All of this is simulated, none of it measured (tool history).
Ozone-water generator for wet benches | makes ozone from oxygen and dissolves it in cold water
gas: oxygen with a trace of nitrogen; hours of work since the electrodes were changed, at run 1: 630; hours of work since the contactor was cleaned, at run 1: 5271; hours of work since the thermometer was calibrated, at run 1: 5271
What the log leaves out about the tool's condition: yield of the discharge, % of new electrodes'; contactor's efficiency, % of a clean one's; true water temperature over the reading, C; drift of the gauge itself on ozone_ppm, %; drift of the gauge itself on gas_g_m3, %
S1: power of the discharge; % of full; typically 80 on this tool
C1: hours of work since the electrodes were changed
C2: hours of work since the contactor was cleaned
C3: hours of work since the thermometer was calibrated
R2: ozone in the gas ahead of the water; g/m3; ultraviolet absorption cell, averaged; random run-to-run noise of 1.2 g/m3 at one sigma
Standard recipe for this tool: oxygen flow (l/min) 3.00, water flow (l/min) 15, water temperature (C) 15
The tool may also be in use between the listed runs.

Run 1, day 0.000: usual settings; C1 630; C2 5271; C3 5271. Result: dissolved ozone (ppm) 19.5, R2 206.9 g/m3.
Run 2, day 0.821: usual settings but water temperature (C) 8; C1 647; C2 5288; C3 5288. Result: dissolved ozone (ppm) 21.1, R2 210.5 g/m3.
Run 3, day 1.654: usual settings but water temperature (C) 8; C1 664; C2 5305; C3 5305. Result: dissolved ozone (ppm) 21.1, R2 208.0 g/m3.
Run 4, day 3.508: usual settings but water temperature (C) 21; C1 702; C2 5343; C3 5343. Result: dissolved ozone (ppm) 18.2, R2 206.6 g/m3.
Run 5, day 5.258: usual settings but water temperature (C) 21; C1 737; C2 5379; C3 5379. Result: dissolved ozone (ppm) 18.3, R2 209.8 g/m3.
Run 6, day 6.408: usual settings but water temperature (C) 21; C1 761; C2 5402; C3 5402. Result: dissolved ozone (ppm) 18.0, R2 207.0 g/m3.
Run 7, day 7.483: usual settings; C1 783; C2 5424; C3 5424. Result: dissolved ozone (ppm) 19.5, R2 208.3 g/m3.
Run 8, day 8.725: usual settings but water temperature (C) 11; C1 808; C2 5449; C3 5449. Result: dissolved ozone (ppm) 20.3, R2 208.7 g/m3.
Run 9, day 9.962: usual settings but oxygen flow (l/min) 1.61, water temperature (C) 12; C1 833; C2 5475; C3 5475. Result: dissolved ozone (ppm) 15.9, R2 258.4 g/m3.
Run 10, day 11.083: usual settings but oxygen flow (l/min) 2.16; C1 856; C2 5497; C3 5497. Result: dissolved ozone (ppm) 17.6, R2 229.8 g/m3.
Run 11, day 12.425: usual settings but S1 62 % of full; C1 884; C2 5525; C3 5525. Result: dissolved ozone (ppm) 16.4, R2 176.0 g/m3.
Run 12, day 13.638: usual settings but S1 64 % of full, water flow (l/min) 16; C1 908; C2 5549; C3 5549. Result: dissolved ozone (ppm) 15.9, R2 178.8 g/m3.
Run 13, day 14.450: usual settings but S1 61 % of full, oxygen flow (l/min) 3.78; C1 925; C2 5566; C3 5566. Result: dissolved ozone (ppm) 17.6, R2 160.9 g/m3.
At day 15.029: water thermometer calibrated.
Run 14, day 16.158: usual settings but oxygen flow (l/min) 3.84, water temperature (C) 11; C1 959; C2 5600; C3 23. Result: dissolved ozone (ppm) 22.1, R2 187.3 g/m3.
Run 15, day 17.250: usual settings but oxygen flow (l/min) 3.84, water temperature (C) 11; C1 982; C2 5623; C3 45. Result: dissolved ozone (ppm) 21.9, R2 190.6 g/m3.
Run 16, day 18.546: usual settings but S1 52 % of full; C1 1008; C2 5649; C3 72. Result: dissolved ozone (ppm) 14.8, R2 157.2 g/m3.

Each run again, without the hidden state but with its own random variation kept:
run     R2
  1  206.9
  2  210.6
  3  208.3
  4  207.1
  5  210.5
  6  207.8
  7  209.3
  8  209.8
  9  260.1
 10  231.5
 11  177.4
 12  180.4
 13  162.3
 14  189.2
 15  192.7
 16  159.1
dissolved ozone (ppm): differs from the measured result by no more than 0.1 in any run.
